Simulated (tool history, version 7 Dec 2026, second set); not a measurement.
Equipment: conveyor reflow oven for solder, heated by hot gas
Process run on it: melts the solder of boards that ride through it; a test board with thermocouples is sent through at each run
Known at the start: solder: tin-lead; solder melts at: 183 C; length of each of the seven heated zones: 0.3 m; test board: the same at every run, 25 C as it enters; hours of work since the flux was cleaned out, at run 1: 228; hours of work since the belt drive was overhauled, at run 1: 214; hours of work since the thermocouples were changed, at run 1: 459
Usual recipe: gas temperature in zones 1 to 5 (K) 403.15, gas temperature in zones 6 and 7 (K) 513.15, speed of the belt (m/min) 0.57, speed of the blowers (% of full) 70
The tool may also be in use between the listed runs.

run	hour	gas temperature in zones 1 to 5 (K)	gas temperature in zones 6 and 7 (K)	speed of the belt (m/min)	speed of the blowers (% of full)	hours of work since the flux was cleaned out	hours of work since the belt drive was overhauled	hours of work since the thermocouples were changed	highest temperature of the board (K)	time above the solder's melting point (s)
1	0	403.15	513.15	0.57	70	228	214	459	494.16	47.46
2	16.4	403.15	513.15	0.57	70	240	226	471	494.02	47.45
3	26.9	403.15	513.15	0.57	70	248	234	479	493.83	47.37
# hour 35.5: flux residue cleaned out of gas plates and filters
4	45.5	403.15	513.15	0.521	70	8	244	489	498.03	54.84
5	61.5	403.15	513.15	0.57	70	19	256	501	494.85	48.06
6	77.1	403.15	513.15	0.57	70	31	268	513	494.87	48.12
7	84.8	403.15	513.15	0.57	70	37	274	519	494.88	47.99
8	93.7	403.15	519.15	0.57	70	44	280	525	500.09	50.79
9	104.5	412.15	520.15	0.584	50	52	288	534	496.71	49.88
10	116.8	392.15	520.15	0.575	50	61	298	543	493.1	43.37
11	132.5	401.15	515.15	0.67	58	72	309	554	486.57	34.69
12	148.2	401.15	515.15	0.653	58	84	321	566	487.66	36.42
13	158.3	406.15	513.15	0.608	70	92	329	574	492.82	44.32
14	168.9	406.15	513.15	0.608	70	100	337	582	492.72	44.34

3 options for the next run, each taken on its own from the tool as it stands now. Forecast them:
A	176.3	403.15	519.15	0.668	89	105	342	587	?	?
B	176.3	391.15	504.15	0.57	70	105	342	587	?	?
C	176.3	416.15	525.15	0.505	70	105	342	587	?	?

run	highest temperature of the board (K)	time above the solder's melting point (s)
A	497.46	41.95
B	484.52	38.33
C	510.97	66.76
With the hidden condition removed and each run's random variation left untouched, the same runs would have given:
run	highest temperature of the board (K)	time above the solder's melting point (s)
A	498.94	42.52
B	485.88	39.29
C	512.26	67.01
